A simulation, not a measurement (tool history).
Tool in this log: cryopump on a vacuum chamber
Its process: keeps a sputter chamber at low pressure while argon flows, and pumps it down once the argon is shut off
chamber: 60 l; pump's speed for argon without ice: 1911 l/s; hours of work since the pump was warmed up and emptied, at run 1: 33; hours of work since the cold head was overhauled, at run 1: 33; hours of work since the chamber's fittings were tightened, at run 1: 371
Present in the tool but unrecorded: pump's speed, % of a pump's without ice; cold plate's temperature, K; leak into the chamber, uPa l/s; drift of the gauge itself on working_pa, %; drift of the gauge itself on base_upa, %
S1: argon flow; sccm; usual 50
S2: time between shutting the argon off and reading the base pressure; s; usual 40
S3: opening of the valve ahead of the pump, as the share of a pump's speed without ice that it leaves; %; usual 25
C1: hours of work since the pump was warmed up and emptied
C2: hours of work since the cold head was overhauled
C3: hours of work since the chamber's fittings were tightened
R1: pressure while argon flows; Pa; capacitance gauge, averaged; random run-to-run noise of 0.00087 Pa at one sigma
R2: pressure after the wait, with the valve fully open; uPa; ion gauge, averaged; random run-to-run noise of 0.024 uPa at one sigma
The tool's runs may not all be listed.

| run | day | S1 | S2 | S3 | C1 | C2 | C3 | R1 | R2 |
|---|---|---|---|---|---|---|---|---|---|
| 1 | 0 | 50 | 40 | 25 | 33 | 33 | 371 | 0.1766 | 0.95 |
| 2 | 1.096 | 50 | 40 | 25 | 48 | 48 | 386 | 0.1779 | 0.96 |
| 3 | 1.988 | 50 | 40 | 25 | 59 | 59 | 397 | 0.1792 | 0.96 |
| 4 | 3.662 | 50 | 40 | 25 | 81 | 81 | 419 | 0.1775 | 0.94 |
| 5 | 5.433 | 50 | 127 | 25 | 105 | 105 | 443 | 0.1777 | 0.47 |
| 6 | 6.567 | 50 | 127 | 25 | 120 | 120 | 457 | 0.1785 | 0.49 |
| 7 | 8.683 | 50 | 127 | 25 | 147 | 147 | 485 | 0.1794 | 0.51 |
| 8 | 10.321 | 50 | 127 | 25 | 169 | 169 | 507 | 0.1788 | 0.53 |
| 9 | 11.979 | 50 | 127 | 25 | 191 | 191 | 528 | 0.1787 | 0.51 |
| 10 | 13.517 | 50 | 127 | 25 | 211 | 211 | 549 | 0.1792 | 0.51 |
| 11 | 14.446 | 50 | 127 | 59 | 223 | 223 | 561 | 0.0779 | 0.48 |
| 12 | 16.188 | 50 | 127 | 59 | 246 | 246 | 584 | 0.0777 | 0.53 |
| 13 | 17.8 | 50 | 127 | 59 | 267 | 267 | 605 | 0.0783 | 0.54 |
| 14 | 19.308 | 50 | 127 | 59 | 287 | 287 | 625 | 0.0779 | 0.54 |
| 15 | 21.267 | 50 | 226 | 25 | 312 | 312 | 650 | 0.1803 | 0.45 |
| 16 | 23.025 | 33 | 226 | 25 | 336 | 336 | 673 | 0.1199 | 0.45 |
| 17 | 24.992 | 33 | 226 | 25 | 361 | 361 | 699 | 0.1197 | 0.47 |
| 18 | 26.446 | 48 | 253 | 25 | 380 | 380 | 718 | 0.1739 | 0.45 |
| 19 | 27.4 | 48 | 24 | 25 | 393 | 393 | 731 | 0.1744 | 1.59 |
| 20 | 29.496 | 26 | 110 | 42 | 420 | 420 | 758 | 0.0572 | 0.6 |
| 21 | 31.338 | 31 | 58 | 35 | 445 | 445 | 782 | 0.0813 | 0.84 |
| 22 | 32.85 | 25 | 36 | 35 | 464 | 464 | 802 | 0.0658 | 1.14 |
| 23 | 34.788 | 81 | 36 | 37 | 490 | 490 | 828 | 0.2034 | 1.18 |
| 24 | 36.562 | 81 | 36 | 37 | 513 | 513 | 851 | 0.2035 | 1.15 |
| 25 | 38.454 | 81 | 36 | 37 | 538 | 538 | 876 | 0.2038 | 1.21 |
| 26 | 40.575 | 29 | 45 | 39 | 566 | 566 | 904 | 0.07 | 1.01 |
| 27 | 41.888 | 29 | 40 | 25 | 583 | 583 | 921 | 0.1068 | 1.17 |
| 28 | 43.579 | 28 | 35 | 24 | 605 | 605 | 943 | 0.1073 | 1.23 |
|  | 44.65 | pump warmed up, emptied and cooled again |
| 29 | 45.233 | 28 | 35 | 24 | 8 | 624 | 962 | 0.1036 | 1.2 |
| 30 | 46.592 | 43 | 28 | 24 | 25 | 642 | 980 | 0.159 | 1.39 |
| 31 | 48.421 | 43 | 28 | 24 | 49 | 666 | 1004 | 0.1595 | 1.39 |

Branching from run 31: 3 alternative next runs. What would each branch give?
| A | 49.85 | 55 | 40 | 25 | 68 | 685 | 1023 | ? | ? |
| B | 49.85 | 86 | 40 | 50 | 68 | 685 | 1023 | ? | ? |
| C | 49.85 | 92 | 81 | 21 | 68 | 685 | 1023 | ? | ? |

| run | R1 | R2 |
|---|---|---|
| A | 0.1974 | 1.08 |
| B | 0.1541 | 1.09 |
| C | 0.3882 | 0.76 |
With the hidden condition removed and each run's random variation left untouched, the same runs would have given:
| run | R1 | R2 |
|---|---|---|
| A | 0.1962 | 0.84 |
| B | 0.1523 | 0.85 |
| C | 0.3863 | 0.53 |
